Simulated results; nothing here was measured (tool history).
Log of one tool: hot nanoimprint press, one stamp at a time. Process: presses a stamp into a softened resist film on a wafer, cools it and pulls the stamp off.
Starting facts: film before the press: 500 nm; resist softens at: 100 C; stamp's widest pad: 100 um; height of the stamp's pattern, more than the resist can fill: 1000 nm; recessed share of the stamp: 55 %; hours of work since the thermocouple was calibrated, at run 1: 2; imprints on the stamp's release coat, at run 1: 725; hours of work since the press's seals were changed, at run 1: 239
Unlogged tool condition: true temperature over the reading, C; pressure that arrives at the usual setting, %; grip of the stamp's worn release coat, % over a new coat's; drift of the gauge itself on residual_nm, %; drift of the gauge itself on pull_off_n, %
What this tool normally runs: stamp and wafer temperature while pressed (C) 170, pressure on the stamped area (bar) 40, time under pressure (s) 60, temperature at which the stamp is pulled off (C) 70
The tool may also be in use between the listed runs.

| run | hour | stamp and wafer temperature while pressed (C) | pressure on the stamped area (bar) | time under pressure (s) | temperature at which the stamp is pulled off (C) | hours of work since the thermocouple was calibrated | imprints on the stamp's release coat | hours of work since the press's seals were changed | resist left under the stamp's widest pad (nm) | greatest force while the stamp is pulled off (N) |
|---|---|---|---|---|---|---|---|---|---|---|
| 1 | 0 | 170 | 40 | 60 | 70 | 2 | 725 | 239 | 270.4 | 156 |
| 2 | 4.6 | 170 | 40 | 60 | 70 | 5 | 747 | 243 | 270.4 | 150 |
| 3 | 14.3 | 170 | 40 | 60 | 70 | 12 | 792 | 250 | 270.5 | 156 |
| 4 | 23.7 | 170 | 40 | 60 | 70 | 20 | 835 | 257 | 270.6 | 156 |
|  | 33.7 | stamp cleaned and given a new release coat |
| 5 | 39.9 | 170 | 40 | 60 | 70 | 27 | 29 | 264 | 270.4 | 154 |
| 6 | 46.7 | 172 | 40 | 60 | 70 | 32 | 60 | 269 | 245.8 | 156 |
| 7 | 56 | 170 | 40 | 60 | 75 | 39 | 104 | 276 | 270.4 | 131 |
| 8 | 60.7 | 170 | 40 | 60 | 75 | 43 | 126 | 280 | 269.3 | 133 |
| 9 | 71.5 | 170 | 40 | 60 | 76 | 51 | 176 | 288 | 269 | 128 |
| 10 | 80.5 | 170 | 40 | 60 | 76 | 57 | 218 | 295 | 268.7 | 127 |
| 11 | 91.4 | 170 | 40 | 60 | 70 | 65 | 269 | 303 | 268.1 | 154 |
| 12 | 98.5 | 170 | 40 | 60 | 70 | 71 | 302 | 308 | 268.3 | 152 |
| 13 | 106.7 | 170 | 45.7 | 60 | 70 | 77 | 340 | 314 | 254.8 | 156 |
| 14 | 114.2 | 170 | 45.7 | 60 | 70 | 82 | 375 | 320 | 254.4 | 157 |
| 15 | 124 | 170 | 45.7 | 60 | 70 | 90 | 420 | 327 | 254.1 | 155 |
| 16 | 130.9 | 170 | 45.7 | 60 | 70 | 95 | 453 | 332 | 254.9 | 153 |
| 17 | 136.5 | 181 | 39.2 | 60 | 74 | 99 | 479 | 336 | 163 | 137 |
| 18 | 141.5 | 161 | 33 | 60 | 70 | 103 | 502 | 340 | 392.5 | 153 |
| 19 | 151.5 | 173 | 33 | 49 | 70 | 110 | 548 | 347 | 271.6 | 157 |
| 20 | 156.7 | 165 | 40 | 60 | 70 | 114 | 573 | 351 | 327.7 | 158 |
| 21 | 163.8 | 159 | 32.3 | 94 | 59 | 119 | 606 | 357 | 386.1 | 205 |
| 22 | 171.7 | 159 | 25.2 | 94 | 59 | 125 | 642 | 363 | 404.9 | 202 |
| 23 | 178.3 | 165 | 30.4 | 51 | 59 | 130 | 673 | 367 | 368.1 | 208 |
| 24 | 188.5 | 170 | 40 | 60 | 62 | 138 | 721 | 375 | 267.5 | 197 |
| 25 | 197.4 | 180 | 40 | 89 | 62 | 144 | 762 | 382 | 142.3 | 191 |
| 26 | 208.1 | 180 | 40 | 89 | 62 | 152 | 812 | 390 | 142.8 | 190 |
| 27 | 215.1 | 165 | 40 | 60 | 75 | 158 | 845 | 395 | 328 | 132 |
|  | 223.1 | stamp cleaned and given a new release coat |
| 28 | 230.8 | 165 | 40 | 60 | 75 | 165 | 35 | 402 | 327.8 | 134 |
| 29 | 238.7 | 170 | 40 | 113 | 56 | 171 | 72 | 408 | 210.7 | 213 |

Predict each of these 3 candidate next runs independently; none follows another, all start after run 29:
| A | 248.6 | 169 | 57.3 | 113 | 56 | 178 | 118 | 415 | ? | ? |
| B | 248.6 | 170 | 40 | 113 | 74 | 178 | 118 | 415 | ? | ? |
| C | 248.6 | 174 | 59.6 | 60 | 68 | 178 | 118 | 415 | ? | ? |

| run | resist left under the stamp's widest pad (nm) | greatest force while the stamp is pulled off (N) |
|---|---|---|
| A | 187.7 | 213 |
| B | 211.2 | 138 |
| C | 185.6 | 165 |
Take away the tool's hidden state, keep each run's random variation, and the runs would have read:
| run | resist left under the stamp's widest pad (nm) | greatest force while the stamp is pulled off (N) |
|---|---|---|
| A | 190.7 | 213 |
| B | 214.6 | 138 |
| C | 188.5 | 164 |

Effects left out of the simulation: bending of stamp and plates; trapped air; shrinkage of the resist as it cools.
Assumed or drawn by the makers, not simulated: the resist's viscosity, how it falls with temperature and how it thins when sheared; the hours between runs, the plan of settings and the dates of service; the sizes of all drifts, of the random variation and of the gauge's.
